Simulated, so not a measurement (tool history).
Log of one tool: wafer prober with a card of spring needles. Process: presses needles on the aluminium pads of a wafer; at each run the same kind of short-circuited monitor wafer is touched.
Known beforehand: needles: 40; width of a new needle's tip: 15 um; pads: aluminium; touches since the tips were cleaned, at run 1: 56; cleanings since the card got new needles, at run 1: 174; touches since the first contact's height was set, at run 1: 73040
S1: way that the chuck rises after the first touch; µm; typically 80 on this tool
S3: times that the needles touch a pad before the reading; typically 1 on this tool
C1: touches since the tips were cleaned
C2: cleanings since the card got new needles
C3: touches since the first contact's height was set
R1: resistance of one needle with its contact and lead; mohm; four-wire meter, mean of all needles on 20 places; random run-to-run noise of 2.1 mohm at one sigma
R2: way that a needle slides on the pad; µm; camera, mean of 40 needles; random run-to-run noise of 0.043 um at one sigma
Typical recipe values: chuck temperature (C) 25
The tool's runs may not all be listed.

{"run": 1, "hour": 0.0, "S1": 80, "chuck temperature (C)": 25, "S3": 1, "C1": 56, "C2": 174, "C3": 73040, "R1": 230, "R2": 12.08}
{"hour": 4.8, "done": "tips cleaned on abrasive film"}
{"hour": 10.9, "done": "tips cleaned on abrasive film"}
{"hour": 15.7, "done": "tips cleaned on abrasive film"}
{"hour": 20.5, "done": "tips cleaned on abrasive film"}
{"hour": 25.4, "done": "tips cleaned on abrasive film"}
{"run": 2, "hour": 28.4, "S1": 80, "chuck temperature (C)": 25, "S3": 1, "C1": 1642, "C2": 179, "C3": 88128, "R1": 249, "R2": 12.03}
{"hour": 30.9, "done": "tips cleaned on abrasive film"}
{"hour": 35.7, "done": "tips cleaned on abrasive film"}
{"hour": 41.7, "done": "tips cleaned on abrasive film"}
{"hour": 47.7, "done": "tips cleaned on abrasive film"}
{"hour": 53.8, "done": "tips cleaned on abrasive film"}
{"hour": 58.6, "done": "tips cleaned on abrasive film"}
{"hour": 58.9, "done": "height of the first contact set anew"}
{"run": 3, "hour": 63.1, "S1": 80, "chuck temperature (C)": 25, "S3": 1, "C1": 2265, "C2": 185, "C3": 2265, "R1": 254, "R2": 12.46}
{"hour": 64.4, "done": "tips cleaned on abrasive film"}
{"hour": 70.4, "done": "tips cleaned on abrasive film"}
{"hour": 76.4, "done": "tips cleaned on abrasive film"}
{"hour": 81.2, "done": "tips cleaned on abrasive film"}
{"hour": 86.1, "done": "tips cleaned on abrasive film"}
{"hour": 90.9, "done": "tips cleaned on abrasive film"}
{"hour": 95.7, "done": "tips cleaned on abrasive film"}
{"hour": 101.8, "done": "tips cleaned on abrasive film"}
{"run": 4, "hour": 103.6, "S1": 80, "chuck temperature (C)": 25, "S3": 3, "C1": 986, "C2": 193, "C3": 23737, "R1": 226, "R2": 12.33}
{"hour": 107.2, "done": "tips cleaned on abrasive film"}
{"hour": 112.1, "done": "tips cleaned on abrasive film"}
{"hour": 116.9, "done": "tips cleaned on abrasive film"}
{"hour": 121.7, "done": "tips cleaned on abrasive film"}
{"run": 5, "hour": 121.8, "S1": 80, "chuck temperature (C)": 25, "S3": 3, "C1": 11, "C2": 197, "C3": 33351, "R1": 231, "R2": 12.32}
{"hour": 126.6, "done": "tips cleaned on abrasive film"}
{"hour": 132.6, "done": "tips cleaned on abrasive film"}
{"hour": 138.6, "done": "tips cleaned on abrasive film"}
{"hour": 143.5, "done": "tips cleaned on abrasive film"}
{"hour": 149.5, "done": "tips cleaned on abrasive film"}
{"hour": 154.3, "done": "tips cleaned on abrasive film"}
{"run": 6, "hour": 157.1, "S1": 80, "chuck temperature (C)": 96, "S3": 3, "C1": 1496, "C2": 203, "C3": 52137, "R1": 253, "R2": 12.11}
{"hour": 159.6, "done": "tips cleaned on abrasive film"}
{"hour": 164.4, "done": "tips cleaned on abrasive film"}
{"hour": 169.2, "done": "tips cleaned on abrasive film"}
{"hour": 175.2, "done": "tips cleaned on abrasive film"}
{"hour": 180.1, "done": "tips cleaned on abrasive film"}
{"hour": 186.1, "done": "tips cleaned on abrasive film"}
{"run": 7, "hour": 187.8, "S1": 80, "chuck temperature (C)": 96, "S3": 3, "C1": 910, "C2": 209, "C3": 68411, "R1": 253, "R2": 12.09}
{"hour": 191.4, "done": "tips cleaned on abrasive film"}
{"hour": 196.3, "done": "tips cleaned on abrasive film"}
{"hour": 201.1, "done": "tips cleaned on abrasive film"}
{"hour": 207.1, "done": "tips cleaned on abrasive film"}
{"hour": 212.0, "done": "tips cleaned on abrasive film"}
{"hour": 216.8, "done": "tips cleaned on abrasive film"}
{"run": 8, "hour": 217.7, "S1": 80, "chuck temperature (C)": 25, "S3": 1, "C1": 489, "C2": 215, "C3": 84267, "R1": 238, "R2": 12.14}
{"hour": 222.5, "done": "tips cleaned on abrasive film"}
{"hour": 228.5, "done": "tips cleaned on abrasive film"}
{"hour": 233.4, "done": "tips cleaned on abrasive film"}
{"hour": 238.2, "done": "tips cleaned on abrasive film"}
{"hour": 243.1, "done": "tips cleaned on abrasive film"}
{"hour": 247.9, "done": "tips cleaned on abrasive film"}
{"hour": 252.7, "done": "tips cleaned on abrasive film"}
{"hour": 255.4, "done": "height of the first contact set anew"}
{"run": 9, "hour": 256.2, "S1": 80, "chuck temperature (C)": 25, "S3": 1, "C1": 1716, "C2": 222, "C3": 436, "R1": 248, "R2": 12.41}
{"hour": 258.7, "done": "tips cleaned on abrasive film"}
{"hour": 264.7, "done": "tips cleaned on abrasive film"}
{"hour": 269.5, "done": "tips cleaned on abrasive film"}
{"hour": 275.5, "done": "tips cleaned on abrasive film"}
{"hour": 281.6, "done": "tips cleaned on abrasive film"}
{"hour": 286.4, "done": "tips cleaned on abrasive film"}
{"hour": 291.4, "done": "tips cleaned on abrasive film"}
{"run": 10, "hour": 291.4, "S1": 86, "chuck temperature (C)": 25, "S3": 1, "C1": 0, "C2": 229, "C3": 19091, "R1": 233, "R2": 13.29}
{"hour": 296.2, "done": "tips cleaned on abrasive film"}
{"hour": 301.1, "done": "tips cleaned on abrasive film"}
{"hour": 305.9, "done": "tips cleaned on abrasive film"}
{"hour": 311.9, "done": "tips cleaned on abrasive film"}
{"run": 11, "hour": 316.1, "S1": 86, "chuck temperature (C)": 25, "S3": 1, "C1": 2279, "C2": 233, "C3": 32254, "R1": 252, "R2": 13.24}
{"hour": 317.4, "done": "tips cleaned on abrasive film"}
{"hour": 322.2, "done": "tips cleaned on abrasive film"}
{"hour": 327.1, "done": "tips cleaned on abrasive film"}
{"hour": 331.9, "done": "tips cleaned on abrasive film"}
{"hour": 337.9, "done": "tips cleaned on abrasive film"}
{"run": 12, "hour": 338.6, "S1": 74, "chuck temperature (C)": 50, "S3": 1, "C1": 355, "C2": 238, "C3": 44134, "R1": 245, "R2": 11.26}
{"hour": 343.4, "done": "tips cleaned on abrasive film"}
{"hour": 348.3, "done": "tips cleaned on abrasive film"}
{"hour": 353.1, "done": "tips cleaned on abrasive film"}
{"hour": 359.1, "done": "tips cleaned on abrasive film"}
{"hour": 365.1, "done": "tips cleaned on abrasive film"}
{"hour": 370.0, "done": "tips cleaned on abrasive film"}
{"hour": 374.8, "done": "tips cleaned on abrasive film"}
{"run": 13, "hour": 376.9, "S1": 93, "chuck temperature (C)": 83, "S3": 1, "C1": 1111, "C2": 245, "C3": 64452, "R1": 250, "R2": 14.24}
{"hour": 380.5, "done": "tips cleaned on abrasive film"}
{"hour": 385.3, "done": "tips cleaned on abrasive film"}
{"hour": 390.2, "done": "tips cleaned on abrasive film"}
{"hour": 396.2, "done": "tips cleaned on abrasive film"}
{"hour": 401.0, "done": "tips cleaned on abrasive film"}
{"hour": 407.1, "done": "tips cleaned on abrasive film"}
{"hour": 411.9, "done": "tips cleaned on abrasive film"}
{"run": 14, "hour": 412.0, "S1": 64, "chuck temperature (C)": 99, "S3": 1, "C1": 86, "C2": 252, "C3": 83103, "R1": 256, "R2": 9.51}
{"hour": 416.9, "done": "tips cleaned on abrasive film"}
{"hour": 421.7, "done": "tips cleaned on abrasive film"}
{"hour": 426.5, "done": "tips cleaned on abrasive film"}
{"hour": 432.6, "done": "tips cleaned on abrasive film"}
{"hour": 438.6, "done": "tips cleaned on abrasive film"}
{"run": 15, "hour": 442.8, "S1": 80, "chuck temperature (C)": 77, "S3": 3, "C1": 2286, "C2": 257, "C3": 99472, "R1": 254, "R2": 12.01}
{"hour": 444.1, "done": "tips cleaned on abrasive film"}
{"hour": 448.9, "done": "tips cleaned on abrasive film"}
{"hour": 451.6, "done": "height of the first contact set anew"}
{"hour": 455.3, "done": "tips cleaned on abrasive film"}
{"hour": 460.1, "done": "tips cleaned on abrasive film"}
{"hour": 466.1, "done": "tips cleaned on abrasive film"}
{"hour": 472.1, "done": "tips cleaned on abrasive film"}
{"hour": 477.0, "done": "tips cleaned on abrasive film"}
{"run": 16, "hour": 480.0, "S1": 80, "chuck temperature (C)": 77, "S3": 3, "C1": 1663, "C2": 264, "C3": 15107, "R1": 249, "R2": 12.37}
{"hour": 482.5, "done": "tips cleaned on abrasive film"}
{"hour": 487.3, "done": "tips cleaned on abrasive film"}
{"hour": 492.2, "done": "tips cleaned on abrasive film"}
{"hour": 498.2, "done": "tips cleaned on abrasive film"}
{"hour": 503.0, "done": "tips cleaned on abrasive film"}
{"hour": 507.9, "done": "tips cleaned on abrasive film"}
{"hour": 519.9, "done": "card fitted with new needles"}
{"run": 17, "hour": 522.4, "S1": 80, "chuck temperature (C)": 77, "S3": 3, "C1": 1374, "C2": 0, "C3": 1374, "R1": 246, "R2": 12.5}
{"hour": 524.9, "done": "tips cleaned on abrasive film"}
{"hour": 529.7, "done": "tips cleaned on abrasive film"}
{"hour": 535.7, "done": "tips cleaned on abrasive film"}
{"hour": 540.6, "done": "tips cleaned on abrasive film"}
{"hour": 546.6, "done": "tips cleaned on abrasive film"}
{"hour": 551.4, "done": "tips cleaned on abrasive film"}
{"hour": 557.4, "done": "tips cleaned on abrasive film"}
{"run": 18, "hour": 558.5, "S1": 75, "chuck temperature (C)": 106, "S3": 1, "C1": 570, "C2": 7, "C3": 20512, "R1": 255, "R2": 11.53}
{"hour": 563.3, "done": "tips cleaned on abrasive film"}
{"hour": 568.2, "done": "tips cleaned on abrasive film"}
{"hour": 573.0, "done": "tips cleaned on abrasive film"}
{"hour": 577.8, "done": "tips cleaned on abrasive film"}
{"hour": 582.7, "done": "tips cleaned on abrasive film"}
{"run": 19, "hour": 584.7, "S1": 80, "chuck temperature (C)": 88, "S3": 2, "C1": 1117, "C2": 12, "C3": 34433, "R1": 244, "R2": 12.22}
{"hour": 588.4, "done": "tips cleaned on abrasive film"}
{"hour": 593.2, "done": "tips cleaned on abrasive film"}
{"hour": 599.2, "done": "tips cleaned on abrasive film"}
{"run": 20, "hour": 602.1, "S1": 62, "chuck temperature (C)": 88, "S3": 2, "C1": 1544, "C2": 15, "C3": 43659, "R1": 259, "R2": 9.35}
{"hour": 604.6, "done": "tips cleaned on abrasive film"}
{"hour": 609.4, "done": "tips cleaned on abrasive film"}
{"hour": 614.2, "done": "tips cleaned on abrasive film"}
{"hour": 620.2, "done": "tips cleaned on abrasive film"}
{"run": 21, "hour": 621.4, "S1": 79, "chuck temperature (C)": 117, "S3": 3, "C1": 599, "C2": 19, "C3": 53863, "R1": 253, "R2": 12.02}
{"hour": 626.2, "done": "tips cleaned on abrasive film"}
{"hour": 631.0, "done": "tips cleaned on abrasive film"}
{"hour": 637.0, "done": "tips cleaned on abrasive film"}
{"hour": 643.1, "done": "tips cleaned on abrasive film"}
{"run": 22, "hour": 647.6, "S1": 95, "chuck temperature (C)": 112, "S3": 1, "C1": 2465, "C2": 23, "C3": 67852, "R1": 263, "R2": 14.46}

Alternative continuations, all from the tool just after run 22; predict every row:
{"hour": 648.9, "done": "tips cleaned on abrasive film"}
{"hour": 653.7, "done": "tips cleaned on abrasive film"}
{"hour": 658.6, "done": "tips cleaned on abrasive film"}
{"hour": 663.4, "done": "tips cleaned on abrasive film"}
{"hour": 668.2, "done": "tips cleaned on abrasive film"}
{"hour": 674.3, "done": "tips cleaned on abrasive film"}
{"run": "A", "hour": 677.2, "S1": 97, "chuck temperature (C)": 121, "S3": 1, "C1": 1596, "C2": 29, "C3": 83533, "R1": "?", "R2": "?"}
{"hour": 648.9, "done": "tips cleaned on abrasive film"}
{"hour": 653.7, "done": "tips cleaned on abrasive film"}
{"hour": 658.6, "done": "tips cleaned on abrasive film"}
{"hour": 663.4, "done": "tips cleaned on abrasive film"}
{"hour": 668.2, "done": "tips cleaned on abrasive film"}
{"hour": 674.3, "done": "tips cleaned on abrasive film"}
{"run": "B", "hour": 677.2, "S1": 77, "chuck temperature (C)": 96, "S3": 1, "C1": 1596, "C2": 29, "C3": 83533, "R1": "?", "R2": "?"}
{"hour": 648.9, "done": "tips cleaned on abrasive film"}
{"hour": 653.7, "done": "tips cleaned on abrasive film"}
{"hour": 658.6, "done": "tips cleaned on abrasive film"}
{"hour": 663.4, "done": "tips cleaned on abrasive film"}
{"hour": 668.2, "done": "tips cleaned on abrasive film"}
{"hour": 674.3, "done": "tips cleaned on abrasive film"}
{"run": "C", "hour": 677.2, "S1": 79, "chuck temperature (C)": 25, "S3": 2, "C1": 1596, "C2": 29, "C3": 83533, "R1": "?", "R2": "?"}
{"hour": 648.9, "done": "tips cleaned on abrasive film"}
{"hour": 653.7, "done": "tips cleaned on abrasive film"}
{"hour": 658.6, "done": "tips cleaned on abrasive film"}
{"hour": 663.4, "done": "tips cleaned on abrasive film"}
{"hour": 668.2, "done": "tips cleaned on abrasive film"}
{"hour": 674.3, "done": "tips cleaned on abrasive film"}
{"run": "D", "hour": 677.2, "S1": 74, "chuck temperature (C)": 112, "S3": 1, "C1": 1596, "C2": 29, "C3": 83533, "R1": "?", "R2": "?"}
{"hour": 648.9, "done": "tips cleaned on abrasive film"}
{"hour": 653.7, "done": "tips cleaned on abrasive film"}
{"hour": 658.6, "done": "tips cleaned on abrasive film"}
{"hour": 663.4, "done": "tips cleaned on abrasive film"}
{"hour": 668.2, "done": "tips cleaned on abrasive film"}
{"hour": 674.3, "done": "tips cleaned on abrasive film"}
{"run": "E", "hour": 677.2, "S1": 80, "chuck temperature (C)": 32, "S3": 2, "C1": 1596, "C2": 29, "C3": 83533, "R1": "?", "R2": "?"}

run=A R1=258 R2=14.66
run=B R1=257 R2=11.54
run=C R1=236 R2=11.86
run=D R1=263 R2=11.15
run=E R1=237 R2=11.99
With no hidden state in the tool, these same runs would have given:
run=A R1=248 R2=15.03
run=B R1=243 R2=11.91
run=C R1=227 R2=12.23
run=D R1=248 R2=11.52
run=E R1=228 R2=12.36
